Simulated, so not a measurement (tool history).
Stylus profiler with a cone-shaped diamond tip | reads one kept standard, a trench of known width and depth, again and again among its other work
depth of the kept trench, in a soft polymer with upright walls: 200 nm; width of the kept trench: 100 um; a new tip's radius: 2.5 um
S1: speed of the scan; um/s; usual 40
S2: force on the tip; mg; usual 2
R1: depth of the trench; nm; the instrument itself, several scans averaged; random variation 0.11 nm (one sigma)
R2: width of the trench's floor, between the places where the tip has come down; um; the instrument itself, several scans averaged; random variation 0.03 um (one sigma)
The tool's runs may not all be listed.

{"run": 1, "day": 0.0, "S1": 40, "S2": 2, "R1": 202.83, "R2": 97.15}
{"run": 2, "day": 3.154, "S1": 40, "S2": 2, "R1": 202.86, "R2": 97.14}
{"run": 3, "day": 7.321, "S1": 104, "S2": 2, "R1": 202.93, "R2": 96.97}
{"run": 4, "day": 11.817, "S1": 17, "S2": 2, "R1": 203.1, "R2": 97.21}
{"run": 5, "day": 15.812, "S1": 17, "S2": 2, "R1": 203.12, "R2": 97.17}
{"run": 6, "day": 19.321, "S1": 40, "S2": 3.72, "R1": 204.57, "R2": 97.1}
{"run": 7, "day": 22.342, "S1": 40, "S2": 3.72, "R1": 204.41, "R2": 97.15}
{"run": 8, "day": 26.546, "S1": 45, "S2": 2, "R1": 203.09, "R2": 97.07}
{"run": 9, "day": 28.633, "S1": 40, "S2": 2, "R1": 203.36, "R2": 97.04}
{"run": 10, "day": 32.633, "S1": 26, "S2": 2, "R1": 203.44, "R2": 97.08}
{"run": 11, "day": 35.95, "S1": 40, "S2": 0.72, "R1": 202.08, "R2": 97.01}
{"run": 12, "day": 38.583, "S1": 40, "S2": 0.72, "R1": 202.18, "R2": 96.93}
{"run": 13, "day": 43.446, "S1": 40, "S2": 0.72, "R1": 202.28, "R2": 96.99}
{"run": 14, "day": 46.054, "S1": 40, "S2": 0.72, "R1": 202.23, "R2": 96.9}
{"run": 15, "day": 49.3, "S1": 40, "S2": 0.72, "R1": 202.41, "R2": 96.96}
{"run": 16, "day": 51.617, "S1": 40, "S2": 0.72, "R1": 202.37, "R2": 96.9}
{"run": 17, "day": 53.821, "S1": 40, "S2": 2.2, "R1": 203.78, "R2": 97}
{"run": 18, "day": 57.596, "S1": 40, "S2": 2, "R1": 203.63, "R2": 96.94}
{"run": 19, "day": 61.029, "S1": 40, "S2": 2, "R1": 203.86, "R2": 96.96}
{"run": 20, "day": 63.85, "S1": 40, "S2": 2, "R1": 203.71, "R2": 96.98}
{"run": 21, "day": 65.833, "S1": 40, "S2": 2, "R1": 203.78, "R2": 96.92}
{"run": 22, "day": 68.121, "S1": 40, "S2": 2, "R1": 203.67, "R2": 96.95}
{"run": 23, "day": 70.883, "S1": 69, "S2": 2, "R1": 203.77, "R2": 96.92}
{"run": 24, "day": 73.908, "S1": 13, "S2": 0.72, "R1": 202.64, "R2": 96.98}
{"run": 25, "day": 77.7, "S1": 13, "S2": 1.62, "R1": 203.51, "R2": 97.03}
{"run": 26, "day": 80.833, "S1": 19, "S2": 1.06, "R1": 202.97, "R2": 96.94}
{"run": 27, "day": 85.067, "S1": 75, "S2": 1.47, "R1": 203.41, "R2": 96.8}
{"run": 28, "day": 87.708, "S1": 11, "S2": 1.47, "R1": 202.05, "R2": 96.96}
{"run": 29, "day": 91.946, "S1": 21, "S2": 1.47, "R1": 202.05, "R2": 96.93}
{"run": 30, "day": 96.546, "S1": 73, "S2": 5.06, "R1": 204.54, "R2": 96.87}
{"run": 31, "day": 98.908, "S1": 14, "S2": 1.74, "R1": 202.15, "R2": 96.96}
{"run": 32, "day": 101.333, "S1": 14, "S2": 1.74, "R1": 202.34, "R2": 96.93}
{"run": 33, "day": 104.029, "S1": 14, "S2": 1.74, "R1": 202.39, "R2": 96.85}
{"run": 34, "day": 106.492, "S1": 14, "S2": 1.74, "R1": 202.44, "R2": 96.91}
{"run": 35, "day": 111.196, "S1": 30, "S2": 2.08, "R1": 202.84, "R2": 96.82}
{"run": 36, "day": 115.933, "S1": 30, "S2": 2.08, "R1": 202.84, "R2": 96.87}
{"run": 37, "day": 120.662, "S1": 19, "S2": 0.95, "R1": 201.94, "R2": 96.84}
{"run": 38, "day": 123.5, "S1": 45, "S2": 2, "R1": 202.95, "R2": 96.77}
{"run": 39, "day": 128.346, "S1": 45, "S2": 1.41, "R1": 202.35, "R2": 96.74}
{"run": 40, "day": 130.383, "S1": 45, "S2": 1.41, "R1": 202.37, "R2": 96.74}
{"run": 41, "day": 133.542, "S1": 45, "S2": 1.41, "R1": 202.51, "R2": 96.71}
{"run": 42, "day": 137.562, "S1": 28, "S2": 1.16, "R1": 202.33, "R2": 96.82}
{"run": 43, "day": 140.725, "S1": 46, "S2": 2, "R1": 203.03, "R2": 96.68}
{"run": 44, "day": 143.017, "S1": 134, "S2": 3.98, "R1": 204.57, "R2": 96.55}
{"run": 45, "day": 147.5, "S1": 160, "S2": 2.78, "R1": 203.54, "R2": 96.48}
{"run": 46, "day": 149.696, "S1": 100, "S2": 2.78, "R1": 203.86, "R2": 96.56}

Taken out of this log: 1 entry between the listed runs. Where each belongs, and how the hidden state differs across it:
Between runs 27 and 28: height scale calibrated on a step standard (day 87.346)
  radius of the tip, um: 5.75 -> 5.78; height scale over the true one, %: 0.789 -> 0.024
  measured less the result without the state, R1: +1.59 -> +0.05 nm; R2: -1.05 -> -1.06 um
